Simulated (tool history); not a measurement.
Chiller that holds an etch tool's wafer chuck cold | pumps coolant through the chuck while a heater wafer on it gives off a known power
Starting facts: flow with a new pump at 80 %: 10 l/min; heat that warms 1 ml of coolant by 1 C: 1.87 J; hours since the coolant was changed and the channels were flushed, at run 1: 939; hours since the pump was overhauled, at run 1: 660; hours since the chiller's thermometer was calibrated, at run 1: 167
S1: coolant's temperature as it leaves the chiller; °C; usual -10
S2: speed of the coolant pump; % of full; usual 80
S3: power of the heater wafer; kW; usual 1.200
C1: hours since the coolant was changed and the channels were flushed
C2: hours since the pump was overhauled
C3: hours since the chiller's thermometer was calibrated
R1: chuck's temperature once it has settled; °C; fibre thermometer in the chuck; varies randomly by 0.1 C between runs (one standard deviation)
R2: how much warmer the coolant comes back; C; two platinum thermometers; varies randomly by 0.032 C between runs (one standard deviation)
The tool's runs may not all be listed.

run 1 hour=0.0 | S1=-10 S2=80 S3=1.200 | C1=939 C2=660 C3=167 | R1=-1.9 R2=3.87
run 2 hour=108.3 | S1=-10 S2=80 S3=1.471 | C1=1047 C2=768 C3=275 | R1=0.3 R2=4.73
run 3 hour=237.4 | S1=-10 S2=80 S3=1.471 | C1=1176 C2=897 C3=404 | R1=0.2 R2=4.77
run 4 hour=391.9 | S1=-10 S2=80 S3=1.200 | C1=1331 C2=1052 C3=559 | R1=-1.8 R2=3.90
run 5 hour=558.3 | S1=-10 S2=80 S3=1.200 | C1=1497 C2=1218 C3=725 | R1=-1.8 R2=3.89
run 6 hour=639.8 | S1=-10 S2=80 S3=1.200 | C1=1579 C2=1299 C3=807 | R1=-1.7 R2=3.97
run 7 hour=828.0 | S1=-10 S2=84 S3=1.200 | C1=1767 C2=1488 C3=995 | R1=-2.0 R2=3.75
run 8 hour=1014.8 | S1=-10 S2=84 S3=1.200 | C1=1954 C2=1674 C3=1182 | R1=-1.9 R2=3.76
run 9 hour=1109.3 | S1=-10 S2=84 S3=1.200 | C1=2048 C2=1769 C3=1276 | R1=-2.1 R2=3.78
run 10 hour=1194.1 | S1=-10 S2=71 S3=1.200 | C1=2133 C2=1854 C3=1361 | R1=-0.5 R2=4.54
run 11 hour=1340.2 | S1=-10 S2=71 S3=1.388 | C1=2279 C2=2000 C3=1507 | R1=0.8 R2=5.15
run 12 hour=1443.0 | S1=-10 S2=71 S3=1.388 | C1=2382 C2=2103 C3=1610 | R1=0.9 R2=5.23
run 13 hour=1572.9 | S1=-10 S2=71 S3=1.388 | C1=2512 C2=2233 C3=1740 | R1=1.1 R2=5.22
run 14 hour=1712.0 | S1=-10 S2=80 S3=1.200 | C1=2651 C2=2372 C3=1879 | R1=-1.7 R2=3.98
run 15 hour=1865.4 | S1=-10 S2=80 S3=1.200 | C1=2804 C2=2525 C3=2032 | R1=-1.4 R2=4.07
run 16 hour=2016.5 | S1=-10 S2=80 S3=1.200 | C1=2955 C2=2676 C3=2184 | R1=-1.6 R2=4.05
run 17 hour=2127.8 | S1=-7 S2=80 S3=1.682 | C1=3067 C2=2787 C3=2295 | R1=4.9 R2=5.58
run 18 hour=2205.5 | S1=-7 S2=80 S3=1.682 | C1=3145 C2=2865 C3=2373 | R1=4.8 R2=5.66
run 19 hour=2298.3 | S1=-10 S2=76 S3=1.286 | C1=3237 C2=2958 C3=2465 | R1=-0.5 R2=4.59
-- hour=2338.1 chiller's thermometer calibrated
run 20 hour=2380.3 | S1=-8 S2=73 S3=1.046 | C1=3318 C2=3039 C3=42 | R1=0.1 R2=4.04
run 21 hour=2560.7 | S1=-8 S2=73 S3=1.046 | C1=3499 C2=3219 C3=223 | R1=0.0 R2=4.00
run 22 hour=2673.4 | S1=-8 S2=73 S3=1.046 | C1=3611 C2=3332 C3=335 | R1=0.0 R2=3.99
run 23 hour=2817.5 | S1=-8 S2=73 S3=1.046 | C1=3756 C2=3476 C3=479 | R1=0.3 R2=3.99
run 24 hour=2955.8 | S1=-8 S2=73 S3=1.046 | C1=3894 C2=3614 C3=618 | R1=0.1 R2=4.08
run 25 hour=3126.0 | S1=-20 S2=63 S3=0.631 | C1=4064 C2=3785 C3=788 | R1=-14.3 R2=2.94
run 26 hour=3285.5 | S1=-8 S2=80 S3=0.875 | C1=4224 C2=3944 C3=947 | R1=-1.9 R2=3.22
run 27 hour=3467.4 | S1=-17 S2=98 S3=1.386 | C1=4405 C2=4126 C3=1129 | R1=-9.0 R2=3.87
-- hour=3510.4 coolant changed, channels flushed
run 28 hour=3584.5 | S1=-3 S2=61 S3=0.606 | C1=74 C2=4237 C3=1240 | R1=2.5 R2=3.05
run 29 hour=3728.5 | S1=-3 S2=61 S3=0.606 | C1=218 C2=4381 C3=1384 | R1=2.6 R2=3.00
run 30 hour=3890.5 | S1=-10 S2=85 S3=1.432 | C1=380 C2=4543 C3=1546 | R1=-0.6 R2=4.73
-- hour=3987.0 coolant pump overhauled
run 31 hour=4055.2 | S1=-14 S2=66 S3=1.432 | C1=540 C2=68 C3=1706 | R1=-1.9 R2=6.06

Alternative continuations, all from the tool just after run 31; predict every row:
-- hour=4111.1 gauge calibrated
run A hour=4158.2 | S1=-10 S2=60 S3=0.872 | C1=643 C2=171 C3=1809 | R1=? R2=?
-- hour=4111.1 gauge calibrated
run B hour=4158.2 | S1=-10 S2=80 S3=0.616 | C1=643 C2=171 C3=1809 | R1=? R2=?
-- hour=4111.1 gauge calibrated
run C hour=4158.2 | S1=-2 S2=72 S3=1.432 | C1=643 C2=171 C3=1809 | R1=? R2=?

run=A R1=-2.0 R2=3.80
run=B R1=-5.6 R2=1.99
run=C R1=9.0 R2=5.20
Without the tool's hidden state the same runs would have given:
run=A R1=-2.0 R2=3.79
run=B R1=-5.6 R2=1.98
run=C R1=9.0 R2=5.20

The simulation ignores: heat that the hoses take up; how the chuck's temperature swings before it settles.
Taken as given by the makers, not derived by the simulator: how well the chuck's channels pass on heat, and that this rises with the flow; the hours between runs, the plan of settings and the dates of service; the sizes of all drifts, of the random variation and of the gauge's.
